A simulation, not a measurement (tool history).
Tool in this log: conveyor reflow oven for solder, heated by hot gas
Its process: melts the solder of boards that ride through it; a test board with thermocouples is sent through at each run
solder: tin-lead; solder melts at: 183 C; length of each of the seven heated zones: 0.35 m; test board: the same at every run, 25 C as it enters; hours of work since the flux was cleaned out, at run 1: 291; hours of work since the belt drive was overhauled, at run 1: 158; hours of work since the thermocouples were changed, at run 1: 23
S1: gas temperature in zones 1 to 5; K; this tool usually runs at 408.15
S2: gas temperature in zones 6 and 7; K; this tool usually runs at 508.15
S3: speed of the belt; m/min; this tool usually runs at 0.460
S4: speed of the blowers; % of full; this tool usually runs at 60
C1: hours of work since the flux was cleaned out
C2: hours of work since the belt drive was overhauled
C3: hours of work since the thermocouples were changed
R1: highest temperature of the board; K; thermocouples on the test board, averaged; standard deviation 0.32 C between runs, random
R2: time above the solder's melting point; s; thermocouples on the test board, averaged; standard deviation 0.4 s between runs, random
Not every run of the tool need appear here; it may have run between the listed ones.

run	day	S1	S2	S3	S4	C1	C2	C3	R1	R2
1	0.000	408.15	508.15	0.460	60	291	158	23	484.05	58.7
2	0.346	408.15	509.15	0.460	60	295	162	27	484.55	59.1
3	0.708	408.15	509.15	0.460	60	299	166	31	484.85	60.1
4	1.096	408.15	509.15	0.460	60	303	170	35	484.65	59.7
5	1.450	408.15	509.15	0.460	60	307	174	39	484.05	59.2
6	1.746	408.15	509.15	0.460	60	311	178	43	484.65	59.2
7	1.996	408.15	508.15	0.460	60	314	181	46	483.75	58.6
8	2.283	408.15	508.15	0.460	60	317	184	49	483.25	59.5
9	2.642	408.15	508.15	0.460	60	321	188	53	483.55	58.8
10	2.921	408.15	508.15	0.460	60	324	191	56	484.05	59.0
11	3.133	408.15	508.15	0.460	60	327	194	59	483.15	58.0
12	3.538	408.15	508.15	0.460	60	331	198	63	483.45	58.4
# day 3.962: flux residue cleaned out of gas plates and filters
13	3.962	408.15	508.15	0.460	60	0	201	66	482.75	57.5
14	4.192	408.15	508.15	0.460	60	3	203	68	483.75	57.4
15	4.446	408.15	508.15	0.460	60	6	206	71	483.35	58.0
16	4.717	408.15	508.15	0.460	60	9	209	74	482.75	57.0
17	5.188	408.15	508.15	0.460	60	14	215	80	483.35	57.3
18	5.596	408.15	497.15	0.460	83	19	220	85	477.85	52.0
# day 5.938: flux residue cleaned out of gas plates and filters, once more
19	6.067	407.15	518.15	0.460	60	1	223	88	495.05	70.8
20	6.538	412.15	517.15	0.402	82	7	228	93	504.25	91.3
21	6.850	412.15	517.15	0.402	82	10	232	97	503.75	92.2
22	7.183	421.15	509.15	0.437	52	14	235	100	490.45	75.5
23	7.567	421.15	509.15	0.437	52	19	240	105	490.15	76.0
24	8.062	403.15	516.15	0.460	56	24	246	111	490.85	65.2
25	8.438	394.15	516.15	0.460	60	29	250	115	490.35	60.6
26	8.942	415.15	516.15	0.460	60	35	256	121	494.05	72.9
27	9.388	393.15	504.15	0.420	58	40	261	126	482.65	59.0
28	9.875	396.15	502.15	0.497	58	45	266	131	474.85	38.9
29	10.321	396.15	502.15	0.497	58	50	272	137	474.75	39.6
30	10.588	396.15	501.15	0.409	77	53	275	140	485.15	65.7
31	10.838	406.15	508.15	0.460	59	56	277	142	484.75	61.5
32	11.204	406.15	499.15	0.460	59	61	282	147	478.05	50.8

Here are 3 independent what-if runs from the current tool condition. What would each one return?
A	11.583	408.15	514.15	0.409	85	65	286	151	?	?
B	11.583	395.15	519.15	0.460	58	65	286	151	?	?
C	11.583	406.15	521.15	0.542	73	65	286	151	?	?

run	R1	R2
A	499.65	85.7
B	491.35	63.2
C	492.75	56.8
What these runs would have given with no unlogged condition in the tool:
run	R1	R2
A	500.05	85.4
B	491.85	63.1
C	493.25	56.8

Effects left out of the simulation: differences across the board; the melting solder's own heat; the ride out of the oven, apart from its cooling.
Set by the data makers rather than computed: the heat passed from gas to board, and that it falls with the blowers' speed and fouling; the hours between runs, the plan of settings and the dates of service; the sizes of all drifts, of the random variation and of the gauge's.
